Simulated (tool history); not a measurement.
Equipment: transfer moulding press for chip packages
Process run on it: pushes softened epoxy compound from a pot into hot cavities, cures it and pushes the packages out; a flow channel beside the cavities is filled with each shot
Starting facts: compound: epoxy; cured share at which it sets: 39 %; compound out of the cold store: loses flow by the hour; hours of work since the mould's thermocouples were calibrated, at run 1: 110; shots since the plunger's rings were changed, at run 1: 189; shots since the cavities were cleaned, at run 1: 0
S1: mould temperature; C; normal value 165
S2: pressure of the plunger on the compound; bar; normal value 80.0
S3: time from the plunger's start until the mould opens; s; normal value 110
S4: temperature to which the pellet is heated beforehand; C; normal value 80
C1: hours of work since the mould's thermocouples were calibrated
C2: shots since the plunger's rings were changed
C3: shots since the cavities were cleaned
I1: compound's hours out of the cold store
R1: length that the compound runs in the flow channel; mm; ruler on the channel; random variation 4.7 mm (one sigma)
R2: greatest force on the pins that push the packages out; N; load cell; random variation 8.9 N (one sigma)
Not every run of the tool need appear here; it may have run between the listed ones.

run   hour   S1    S2   S3  S4   C1    C2    C3    I1    R1   R2
  1    0.0  165  80.0  110  80  110   189     0  18.2  1009  409
  2   19.7  165  80.0  110  80  119   354   165  35.9   974  559
  3   54.8  165  80.0  110  80  136   648   459  46.5   940  663
  4   74.3  165  96.1  110  80  145   811   622  14.6  1101  759
  5   89.8  165  96.1  110  80  153   942   753  25.2  1070  814
  6  116.9  171  96.1  110  80  166  1168   979  45.1   989  756
     145.0  -- cavities cleaned with cleaning compound and waxed
  7  155.3  171  96.1  110  80  183  1478    87  36.6  1011  411
  8  187.0  165  73.9  110  80  198  1743   352  25.2   922  691
  9  205.6  165  73.9  110  80  207  1899   508  28.7   920  744
 10  238.0  165  73.9  110  80  223  2170   779  44.2   897  799
 11  275.3  165  80.0  110  80  241  2482  1091  20.1   970  909
     288.9  -- cavities cleaned with cleaning compound and waxed
 12  302.6  165  80.0  110  80  253  2699   115  32.2   941  514
 13  339.6  165  80.0  110  74  271  3009   425  32.6   931  707
 14  359.7  165  80.0  110  74  280  3178   594   8.3   971  786
 15  374.8  165  80.0  110  74  287  3304   720  16.9   961  821
 16  401.5  165  80.0  110  71  300  3527   943  38.2   918  818
     431.8  -- cavities cleaned with cleaning compound and waxed
 17  431.8  158  63.7  110  83  314  3769     0  22.2   879  655
     441.3  -- mould's thermocouples calibrated
 18  467.3  166  80.0  116  84   12  4050   281  22.2   928  578
 19  496.8  166  82.6  116  84   26  4297   528  25.9   920  679
 20  515.0  166  82.6  116  84   35  4449   680  10.0   953  739
 21  548.9  171  82.6  104  73   51  4733   964  21.6   901  739
     577.5  -- cavities cleaned with cleaning compound and waxed
 22  583.7  162  80.0  119  80   67  5012    52  36.6   900  450
 23  600.1  165  74.4  133  89   75  5149   189  17.2   892  485
 24  624.9  165  70.6  133  82   87  5357   397  18.6   855  597
 25  656.4  171  70.6  137  82  102  5622   662  18.6   836  650
 26  679.7  165  80.0  127  74  113  5816   856  19.8   895  759
 27  696.1  167  94.2  109  75  121  5954   994  15.8   985  792

5 ways to go on from here, each from the tool as it stands after run 27. What would each give?
  A  714.6  167  94.2  143  75  130  6109  1149  10.1   ?   ?
  B  714.6  167  94.2  109  73  130  6109  1149  28.3   ?   ?
  C  714.6  165  80.0  110  74  130  6109  1149  27.7   ?   ?
  D  714.6  166  80.0  143  75  130  6109  1149  33.0   ?   ?
  E  714.6  158  67.4  110  80  130  6109  1149  19.0   ?   ?

run   R1    R2
  A  987   761
  B  955   859
  C  887   871
  D  881   758
  E  868  1344
What these runs would have given with no unlogged condition in the tool:
run    R1   R2
  A  1102  354
  B  1067  400
  C   990  401
  D   984  355
  E   969  609
